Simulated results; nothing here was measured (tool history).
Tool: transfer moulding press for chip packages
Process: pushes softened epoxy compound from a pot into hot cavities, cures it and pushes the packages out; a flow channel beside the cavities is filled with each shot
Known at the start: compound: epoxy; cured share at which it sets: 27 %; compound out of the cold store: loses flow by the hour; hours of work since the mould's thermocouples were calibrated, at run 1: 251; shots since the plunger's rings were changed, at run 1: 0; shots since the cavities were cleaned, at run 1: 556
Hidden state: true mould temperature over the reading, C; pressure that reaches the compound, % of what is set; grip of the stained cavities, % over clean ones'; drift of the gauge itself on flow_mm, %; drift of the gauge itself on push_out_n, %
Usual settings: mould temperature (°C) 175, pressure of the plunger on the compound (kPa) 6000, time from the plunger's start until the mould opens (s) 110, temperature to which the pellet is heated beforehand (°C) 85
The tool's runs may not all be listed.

run	hour	mould temperature (°C)	pressure of the plunger on the compound (kPa)	time from the plunger's start until the mould opens (s)	temperature to which the pellet is heated beforehand (°C)	hours of work since the mould's thermocouples were calibrated	shots since the plunger's rings were changed	shots since the cavities were cleaned	incoming compound's hours out of the cold store	length that the compound runs in the flow channel (mm)	greatest force on the pins that push the packages out (N)
1	0	175	6000	110	85	251	0	556	23.7	947	624
# hour 5.3: cavities cleaned with cleaning compound and waxed
2	9.6	175	6000	110	85	256	99	52	24.8	938	392
3	17.1	175	6000	110	85	261	191	144	10.3	968	471
4	29.9	175	6000	110	81	270	347	300	15.7	950	550
5	41.5	175	6000	110	85	279	489	442	26.8	924	571
# hour 55.8: cavities cleaned with cleaning compound and waxed
6	56.7	175	6000	110	85	288	656	11	8.2	988	381
7	69.1	175	6000	110	85	297	807	162	47.8	870	457
8	78.6	175	6000	110	85	303	923	278	19.8	937	542
9	87.4	175	4600	110	85	310	1030	385	19.7	820	553
10	95.7	175	4600	110	85	315	1132	487	13.4	841	627
# hour 106.3: cavities cleaned with cleaning compound and waxed
11	106.9	175	6000	110	85	322	1250	7	47.8	857	351
12	120.4	175	6000	110	85	332	1414	171	35.3	886	448
13	126.7	175	6000	110	85	336	1492	249	41.6	881	506
14	140.7	175	6680	110	85	346	1663	420	36.4	931	546
15	147	175	6680	110	85	350	1740	497	19	975	593
# hour 157.8: cavities cleaned with cleaning compound and waxed
16	157.9	175	6280	110	89	357	1854	1	20.9	948	377
17	168.8	175	4770	101	85	365	1987	134	15.7	832	540
18	180.8	175	6000	110	80	373	2133	280	31.9	882	526
19	189.3	175	6280	140	89	379	2237	384	45.9	869	458
20	198.3	175	6280	140	89	385	2346	493	47.9	846	472
# hour 209: cavities cleaned with cleaning compound and waxed
21	211.8	174	7380	95	81	394	2493	34	15	1027	564
# hour 219.3: plunger's sealing rings changed
22	220.9	174	7380	95	81	398	20	115	12.2	1077	613
23	230.8	174	7380	95	82	405	141	236	44.5	989	689
24	238.8	175	6000	143	84	411	238	333	47.8	872	431
25	249.1	175	6000	143	84	418	364	459	11.1	977	465
26	255.7	175	6000	110	89	423	445	540	19.1	947	583
# hour 262.2: cavities cleaned with cleaning compound and waxed
27	267.9	175	6000	99	89	430	575	69	32.8	918	465
28	274.5	175	5180	100	87	435	656	150	27.2	862	536
29	283.4	174	5180	122	87	441	764	258	19.6	868	446

Forecast each of these 3 alternatives for the next run:
A	292.4	175	6740	148	85	447	875	369	9.9	?	?
B	292.4	175	6000	103	76	447	875	369	43.1	?	?
C	292.4	172	6000	110	87	447	875	369	20.8	?	?

run	length that the compound runs in the flow channel (mm)	greatest force on the pins that push the packages out (N)
A	1036	447
B	879	607
C	943	666
Without the tool's hidden state the same runs would have given:
run	length that the compound runs in the flow channel (mm)	greatest force on the pins that push the packages out (N)
A	1059	289
B	898	407
C	964	448
